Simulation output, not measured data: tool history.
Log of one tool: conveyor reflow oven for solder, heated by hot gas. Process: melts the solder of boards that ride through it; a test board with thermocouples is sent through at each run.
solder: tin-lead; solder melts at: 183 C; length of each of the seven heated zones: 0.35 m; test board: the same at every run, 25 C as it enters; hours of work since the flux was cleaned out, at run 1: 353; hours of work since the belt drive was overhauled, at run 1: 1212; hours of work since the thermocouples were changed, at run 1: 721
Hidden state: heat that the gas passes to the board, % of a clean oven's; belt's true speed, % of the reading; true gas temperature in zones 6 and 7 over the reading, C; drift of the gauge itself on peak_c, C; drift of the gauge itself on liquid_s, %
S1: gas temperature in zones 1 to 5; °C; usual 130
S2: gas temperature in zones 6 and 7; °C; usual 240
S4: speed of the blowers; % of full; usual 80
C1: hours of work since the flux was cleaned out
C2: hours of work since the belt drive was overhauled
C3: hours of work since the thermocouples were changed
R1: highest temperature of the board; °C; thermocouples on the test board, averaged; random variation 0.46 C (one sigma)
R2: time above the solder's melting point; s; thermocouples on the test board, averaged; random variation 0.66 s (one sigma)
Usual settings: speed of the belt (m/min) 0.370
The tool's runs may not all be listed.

Run 1, hour 0.0: usual settings; C1 353; C2 1212; C3 721. Result: R1 221.2 °C, R2 87.7 s.
At hour 13.7: thermocouples of zones 6 and 7 changed.
At hour 46.8: flux residue cleaned out of gas plates and filters.
Run 2, hour 65.5: usual settings; C1 14; C2 1256; C3 35. Result: R1 219.1 °C, R2 84.1 s.
Run 3, hour 138.4: usual settings; C1 69; C2 1310; C3 90. Result: R1 218.1 °C, R2 83.7 s.
Run 4, hour 225.6: usual settings; C1 135; C2 1376; C3 156. Result: R1 217.3 °C, R2 82.3 s.
Run 5, hour 279.0: usual settings; C1 175; C2 1416; C3 196. Result: R1 216.5 °C, R2 81.7 s.
Run 6, hour 316.3: usual settings; C1 203; C2 1444; C3 224. Result: R1 216.2 °C, R2 80.4 s.
Run 7, hour 397.6: usual settings; C1 264; C2 1505; C3 285. Result: R1 215.4 °C, R2 81.5 s.
Run 8, hour 461.2: usual settings; C1 312; C2 1553; C3 333. Result: R1 215.1 °C, R2 79.7 s.
Run 9, hour 527.9: usual settings; C1 362; C2 1604; C3 383. Result: R1 214.3 °C, R2 77.9 s.
At hour 562.1: flux residue cleaned out of gas plates and filters.
At hour 573.8: flux residue cleaned out of gas plates and filters, once more.
Run 10, hour 582.3: usual settings; C1 6; C2 1637; C3 417. Result: R1 226.8 °C, R2 96.6 s.
Run 11, hour 621.6: usual settings; C1 36; C2 1666; C3 446. Result: R1 226.4 °C, R2 94.2 s.
At hour 648.1: belt drive overhauled, speed set with a stopwatch.
Run 12, hour 711.5: usual settings but S4 75 % of full; C1 101; C2 48; C3 511. Result: R1 223.0 °C, R2 88.3 s.
Run 13, hour 757.2: usual settings but S2 242 °C, S4 75 % of full; C1 135; C2 82; C3 545. Result: R1 224.8 °C, R2 89.3 s.
Run 14, hour 821.8: usual settings but S2 242 °C, S4 75 % of full; C1 184; C2 131; C3 594. Result: R1 223.4 °C, R2 88.1 s.
Run 15, hour 874.0: usual settings but S2 242 °C, S4 75 % of full; C1 223; C2 170; C3 633. Result: R1 224.2 °C, R2 87.2 s.
Run 16, hour 947.9: usual settings but S2 242 °C, S4 75 % of full; C1 278; C2 226; C3 689. Result: R1 223.0 °C, R2 86.8 s.
At hour 1000.4: thermocouples of zones 6 and 7 changed.
Run 17, hour 1002.4: usual settings but S1 139 °C, S2 239 °C, speed of the belt (m/min) 0.392, S4 75 % of full; C1 318; C2 265; C3 2. Result: R1 218.2 °C, R2 80.9 s.
Run 18, hour 1053.2: usual settings but S1 139 °C, S2 242 °C, speed of the belt (m/min) 0.392, S4 58 % of full; C1 356; C2 303; C3 40. Result: R1 214.5 °C, R2 75.7 s.
At hour 1091.9: flux residue cleaned out of gas plates and filters.
Run 19, hour 1111.9: usual settings but S1 139 °C, S2 242 °C, speed of the belt (m/min) 0.392, S4 58 % of full; C1 15; C2 344; C3 80. Result: R1 218.3 °C, R2 82.6 s.
Run 20, hour 1201.7: usual settings but S1 139 °C, S2 242 °C, speed of the belt (m/min) 0.327, S4 84 % of full; C1 83; C2 411; C3 148. Result: R1 231.1 °C, R2 111.6 s.
Run 21, hour 1277.0: usual settings but S1 122 °C, S2 235 °C, speed of the belt (m/min) 0.318, S4 78 % of full; C1 139; C2 468; C3 204. Result: R1 221.8 °C, R2 100.0 s.
Run 22, hour 1361.6: usual settings but S1 122 °C, S2 235 °C, speed of the belt (m/min) 0.318, S4 78 % of full; C1 203; C2 532; C3 268. Result: R1 221.1 °C, R2 97.2 s.
Run 23, hour 1424.5: usual settings but S1 121 °C, S2 243 °C; C1 250; C2 579; C3 315. Result: R1 224.3 °C, R2 84.6 s.
Run 24, hour 1487.7: usual settings but S1 140 °C, S2 251 °C, speed of the belt (m/min) 0.346; C1 298; C2 627; C3 363. Result: R1 235.4 °C, R2 112.1 s.
Run 25, hour 1567.0: usual settings but S2 238 °C, speed of the belt (m/min) 0.439; C1 357; C2 686; C3 423. Result: R1 212.2 °C, R2 63.0 s.
At hour 1605.8: flux residue cleaned out of gas plates and filters.
Run 26, hour 1645.6: usual settings but speed of the belt (m/min) 0.357; C1 30; C2 742; C3 478. Result: R1 226.9 °C, R2 96.8 s.
Run 27, hour 1725.3: usual settings but speed of the belt (m/min) 0.330; C1 90; C2 802; C3 538. Result: R1 227.7 °C, R2 107.3 s.
Run 28, hour 1764.0: usual settings but S2 234 °C, speed of the belt (m/min) 0.411; C1 119; C2 831; C3 567. Result: R1 215.9 °C, R2 73.1 s.
Run 29, hour 1806.4: usual settings but S2 234 °C, speed of the belt (m/min) 0.432; C1 151; C2 863; C3 599. Result: R1 213.2 °C, R2 65.9 s.
Run 30, hour 1881.8: usual settings but S2 234 °C, speed of the belt (m/min) 0.316, S4 71 % of full; C1 208; C2 919; C3 656. Result: R1 221.3 °C, R2 103.2 s.

4 ways to go on from here, each from the tool as it stands after run 30. What would each give?
Run A, hour 1927.2: usual settings but S2 253 °C, speed of the belt (m/min) 0.435, S4 71 % of full; C1 242; C2 953; C3 690. Result: R1 ?, R2 ?.
Run B, hour 1927.2: usual settings but S1 136 °C, S2 245 °C; C1 242; C2 953; C3 690. Result: R1 ?, R2 ?.
Run C, hour 1927.2: usual settings but S2 244 °C, speed of the belt (m/min) 0.310, S4 77 % of full; C1 242; C2 953; C3 690. Result: R1 ?, R2 ?.
Run D, hour 1927.2: usual settings but S4 72 % of full; C1 242; C2 953; C3 690. Result: R1 ?, R2 ?.

run     R1     R2
  A  224.6   75.4
  B  228.8   97.3
  C  232.7  117.0
  D  221.5   87.7
Without the tool's hidden state the same runs would have given:
run     R1     R2
  A  226.3   75.2
  B  229.9   96.1
  C  233.3  115.1
  D  222.6   87.1
